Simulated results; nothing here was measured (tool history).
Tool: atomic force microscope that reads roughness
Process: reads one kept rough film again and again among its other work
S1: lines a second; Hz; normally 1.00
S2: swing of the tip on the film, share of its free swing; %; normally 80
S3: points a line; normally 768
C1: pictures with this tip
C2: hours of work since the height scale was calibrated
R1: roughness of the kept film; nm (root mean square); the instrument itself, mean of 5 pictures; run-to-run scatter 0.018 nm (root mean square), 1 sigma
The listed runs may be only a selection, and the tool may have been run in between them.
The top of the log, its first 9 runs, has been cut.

Run 10, day 2.012: usual settings but S2 69 %; C1 249; C2 32. Result: R1 2.836 nm (root mean square).
Run 11, day 2.329: usual settings but S1 1.37 Hz; C1 263; C2 36. Result: R1 2.672 nm (root mean square).
Run 12, day 2.671: usual settings but S1 1.37 Hz; C1 279; C2 41. Result: R1 2.629 nm (root mean square).
Run 13, day 2.946: usual settings but S1 1.37 Hz; C1 291; C2 44. Result: R1 2.596 nm (root mean square).
Run 14, day 3.254: usual settings but S1 1.37 Hz; C1 305; C2 48. Result: R1 2.546 nm (root mean square).
Run 15, day 3.442: usual settings but S1 1.37 Hz; C1 313; C2 51. Result: R1 2.507 nm (root mean square).
Run 16, day 3.754: usual settings but S1 1.37 Hz; C1 328; C2 55. Result: R1 2.453 nm (root mean square).
Run 17, day 4.004: usual settings but S1 2.42 Hz; C1 339; C2 58. Result: R1 2.282 nm (root mean square).
Run 18, day 4.192: usual settings but S1 2.42 Hz; C1 347; C2 60. Result: R1 2.273 nm (root mean square).
Run 19, day 4.538: usual settings but S2 82 %; C1 363; C2 65. Result: R1 2.399 nm (root mean square).
At day 4.671: new tip fitted.
Run 20, day 4.842: usual settings but S1 0.55 Hz; C1 8; C2 69. Result: R1 4.263 nm (root mean square).
Run 21, day 5.042: usual settings but S1 0.55 Hz; C1 17; C2 71. Result: R1 4.169 nm (root mean square).
Run 22, day 5.200: usual settings but S1 0.55 Hz; C1 24; C2 73. Result: R1 4.107 nm (root mean square).
Run 23, day 5.388: usual settings but S1 0.55 Hz; C1 33; C2 76. Result: R1 4.031 nm (root mean square).
Run 24, day 5.617: usual settings but S2 66 %; C1 43; C2 79. Result: R1 3.971 nm (root mean square).
Run 25, day 5.833: usual settings but S2 66 %; C1 53; C2 81. Result: R1 3.900 nm (root mean square).
Run 26, day 6.058: usual settings but S2 66 %; C1 63; C2 84. Result: R1 3.821 nm (root mean square).
Run 27, day 6.421: usual settings but S1 2.83 Hz, S2 76 %; C1 80; C2 89. Result: R1 3.351 nm (root mean square).
Run 28, day 6.675: usual settings but S1 1.11 Hz, S2 58 %; C1 91; C2 92. Result: R1 3.640 nm (root mean square).
Run 29, day 6.875: usual settings but S1 1.11 Hz, S2 58 %; C1 100; C2 95. Result: R1 3.593 nm (root mean square).
Run 30, day 7.158: usual settings but S1 1.11 Hz, S2 58 %; C1 113; C2 99. Result: R1 3.511 nm (root mean square).
Run 31, day 7.346: usual settings but S1 1.38 Hz, S2 75 %, S3 893; C1 122; C2 101. Result: R1 3.321 nm (root mean square).

Here are 4 independent what-if runs from the current tool condition. What would each one return?
Run A, day 7.583: usual settings but S1 1.84 Hz, S2 75 %, S3 507; C1 132; C2 104. Result: R1 ?.
Run B, day 7.583: usual settings but S1 1.54 Hz, S2 68 %, S3 493; C1 132; C2 104. Result: R1 ?.
Run C, day 7.583: usual settings but S2 88 %, S3 594; C1 132; C2 104. Result: R1 ?.
Run D, day 7.583: usual settings but S1 2.02 Hz, S2 75 %, S3 893; C1 132; C2 104. Result: R1 ?.

run     R1
  A  3.179
  B  3.264
  C  3.191
  D  3.183
Take away the tool's hidden state, keep each run's random variation, and the runs would have read:
run     R1
  A  4.184
  B  4.297
  C  4.202
  D  4.188
